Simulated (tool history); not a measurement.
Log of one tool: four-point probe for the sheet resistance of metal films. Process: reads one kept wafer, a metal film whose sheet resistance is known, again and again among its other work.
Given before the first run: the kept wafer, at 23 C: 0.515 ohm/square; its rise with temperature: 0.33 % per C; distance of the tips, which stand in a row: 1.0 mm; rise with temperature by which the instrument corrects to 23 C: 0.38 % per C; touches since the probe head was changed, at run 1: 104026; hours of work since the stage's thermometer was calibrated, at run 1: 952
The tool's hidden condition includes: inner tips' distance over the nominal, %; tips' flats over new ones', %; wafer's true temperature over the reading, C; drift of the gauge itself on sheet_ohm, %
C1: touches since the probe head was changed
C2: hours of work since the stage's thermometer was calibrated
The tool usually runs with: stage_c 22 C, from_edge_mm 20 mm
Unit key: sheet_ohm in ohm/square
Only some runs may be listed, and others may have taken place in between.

Run 1, hour 0.0: usual settings; C1 104026; C2 952. Result: sheet_ohm 0.512978 ohm/square.
Run 2, hour 32.4: usual settings; C1 105311; C2 969. Result: sheet_ohm 0.512892 ohm/square.
Run 3, hour 69.8: usual settings; C1 106797; C2 987. Result: sheet_ohm 0.512983 ohm/square.
Run 4, hour 126.8: usual settings; C1 109059; C2 1015. Result: sheet_ohm 0.512815 ohm/square.
Run 5, hour 190.4: usual settings; C1 111588; C2 1047. Result: sheet_ohm 0.512861 ohm/square.
Run 6, hour 255.0: usual settings; C1 114151; C2 1079. Result: sheet_ohm 0.512652 ohm/square.
Run 7, hour 297.5: usual settings but stage_c 30 C; C1 115840; C2 1100. Result: sheet_ohm 0.510685 ohm/square.
Run 8, hour 334.3: usual settings; C1 117302; C2 1118. Result: sheet_ohm 0.512501 ohm/square.
Run 9, hour 364.8: usual settings; C1 118513; C2 1134. Result: sheet_ohm 0.512451 ohm/square.
Run 10, hour 425.5: usual settings but stage_c 21 C; C1 120924; C2 1164. Result: sheet_ohm 0.512717 ohm/square.
Run 11, hour 461.7: usual settings but stage_c 19 C; C1 122362; C2 1182. Result: sheet_ohm 0.513410 ohm/square.
Run 12, hour 504.4: usual settings but stage_c 19 C; C1 124055; C2 1203. Result: sheet_ohm 0.513123 ohm/square.
Run 13, hour 561.7: usual settings but stage_c 19 C; C1 126331; C2 1231. Result: sheet_ohm 0.513074 ohm/square.
Run 14, hour 621.4: usual settings but stage_c 19 C; C1 128705; C2 1261. Result: sheet_ohm 0.512921 ohm/square.
Run 15, hour 684.5: usual settings but stage_c 19 C; C1 131211; C2 1292. Result: sheet_ohm 0.512990 ohm/square.
Run 16, hour 721.9: usual settings but stage_c 19 C; C1 132696; C2 1311. Result: sheet_ohm 0.512992 ohm/square.
Run 17, hour 754.3: usual settings but from_edge_mm 27 mm; C1 133980; C2 1327. Result: sheet_ohm 0.511941 ohm/square.
Run 18, hour 814.7: usual settings but from_edge_mm 27 mm; C1 136378; C2 1357. Result: sheet_ohm 0.511823 ohm/square.
Run 19, hour 876.2: usual settings but from_edge_mm 27 mm; C1 138821; C2 1388. Result: sheet_ohm 0.511847 ohm/square.
Run 20, hour 909.0: usual settings but from_edge_mm 27 mm; C1 140124; C2 1404. Result: sheet_ohm 0.511661 ohm/square.
Run 21, hour 959.1: usual settings but stage_c 32 C, from_edge_mm 27 mm; C1 142115; C2 1429. Result: sheet_ohm 0.509212 ohm/square.
Run 22, hour 988.9: usual settings but stage_c 21 C; C1 143297; C2 1444. Result: sheet_ohm 0.512139 ohm/square.
Run 23, hour 1027.6: usual settings but stage_c 31 C; C1 144835; C2 1463. Result: sheet_ohm 0.509726 ohm/square.
Run 24, hour 1081.2: usual settings but stage_c 31 C; C1 146962; C2 1489. Result: sheet_ohm 0.509770 ohm/square.
Run 25, hour 1107.7: usual settings but stage_c 25 C, from_edge_mm 55 mm; C1 148016; C2 1503. Result: sheet_ohm 0.510556 ohm/square.
Run 26, hour 1147.6: usual settings but stage_c 25 C, from_edge_mm 55 mm; C1 149601; C2 1522. Result: sheet_ohm 0.510523 ohm/square.
Run 27, hour 1186.9: usual settings but stage_c 18 C, from_edge_mm 12 mm; C1 151161; C2 1542. Result: sheet_ohm 0.514003 ohm/square.
Run 28, hour 1213.9: usual settings but stage_c 20 C, from_edge_mm 4 mm; C1 152233; C2 1555. Result: sheet_ohm 0.528292 ohm/square.
Run 29, hour 1269.5: usual settings but stage_c 20 C, from_edge_mm 4 mm; C1 154440; C2 1583. Result: sheet_ohm 0.528131 ohm/square.
Run 30, hour 1311.1: usual settings but stage_c 19 C, from_edge_mm 11 mm; C1 156093; C2 1604. Result: sheet_ohm 0.514117 ohm/square.
Run 31, hour 1358.0: usual settings but stage_c 21 C, from_edge_mm 9 mm; C1 157955; C2 1627. Result: sheet_ohm 0.514510 ohm/square.
Run 32, hour 1404.3: usual settings but from_edge_mm 27 mm; C1 159793; C2 1650. Result: sheet_ohm 0.511184 ohm/square.
Run 33, hour 1455.2: usual settings but from_edge_mm 27 mm; C1 161818; C2 1675. Result: sheet_ohm 0.511252 ohm/square.
Run 34, hour 1500.8: usual settings but stage_c 29 C, from_edge_mm 66 mm; C1 163629; C2 1698. Result: sheet_ohm 0.509127 ohm/square.
Run 35, hour 1560.0: usual settings but stage_c 30 C, from_edge_mm 25 mm; C1 165979; C2 1727. Result: sheet_ohm 0.509284 ohm/square.
Run 36, hour 1588.5: usual settings but stage_c 30 C, from_edge_mm 25 mm; C1 167110; C2 1741. Result: sheet_ohm 0.509190 ohm/square.
Run 37, hour 1638.1: usual settings but from_edge_mm 6 mm; C1 169080; C2 1766. Result: sheet_ohm 0.518153 ohm/square.
Run 38, hour 1671.3: usual settings but stage_c 29 C, from_edge_mm 7 mm; C1 170397; C2 1782. Result: sheet_ohm 0.514420 ohm/square.
Run 39, hour 1707.0: usual settings but stage_c 25 C, from_edge_mm 5 mm; C1 171814; C2 1800. Result: sheet_ohm 0.520662 ohm/square.
Run 40, hour 1747.7: usual settings but stage_c 27 C, from_edge_mm 22 mm; C1 173434; C2 1820. Result: sheet_ohm 0.509982 ohm/square.
Run 41, hour 1809.7: usual settings but stage_c 27 C, from_edge_mm 22 mm; C1 175896; C2 1851. Result: sheet_ohm 0.509803 ohm/square.
Run 42, hour 1858.7: usual settings but stage_c 27 C, from_edge_mm 22 mm; C1 177842; C2 1875. Result: sheet_ohm 0.509915 ohm/square.
Run 43, hour 1900.5: usual settings but stage_c 27 C, from_edge_mm 22 mm; C1 179500; C2 1896. Result: sheet_ohm 0.509721 ohm/square.
Run 44, hour 1941.4: usual settings but stage_c 24 C, from_edge_mm 36 mm; C1 181123; C2 1916. Result: sheet_ohm 0.510086 ohm/square.
Run 45, hour 1999.8: usual settings but stage_c 30 C, from_edge_mm 5 mm; C1 183444; C2 1946. Result: sheet_ohm 0.519266 ohm/square.

Predict each of these 3 candidate next runs independently; none follows another, all start after run 45:
Run A, hour 2065.4: usual settings but stage_c 28 C, from_edge_mm 16 mm; C1 186050; C2 1978. Result: sheet_ohm ?.
Run B, hour 2065.4: usual settings but from_edge_mm 17 mm; C1 186050; C2 1978. Result: sheet_ohm ?.
Run C, hour 2065.4: usual settings but from_edge_mm 4 mm; C1 186050; C2 1978. Result: sheet_ohm ?.

run  sheet_ohm
  A   0.509925
  B   0.511245
  C   0.527267
Take away the tool's hidden state, keep each run's random variation, and the runs would have read:
run  sheet_ohm
  A   0.514875
  B   0.516193
  C   0.532355
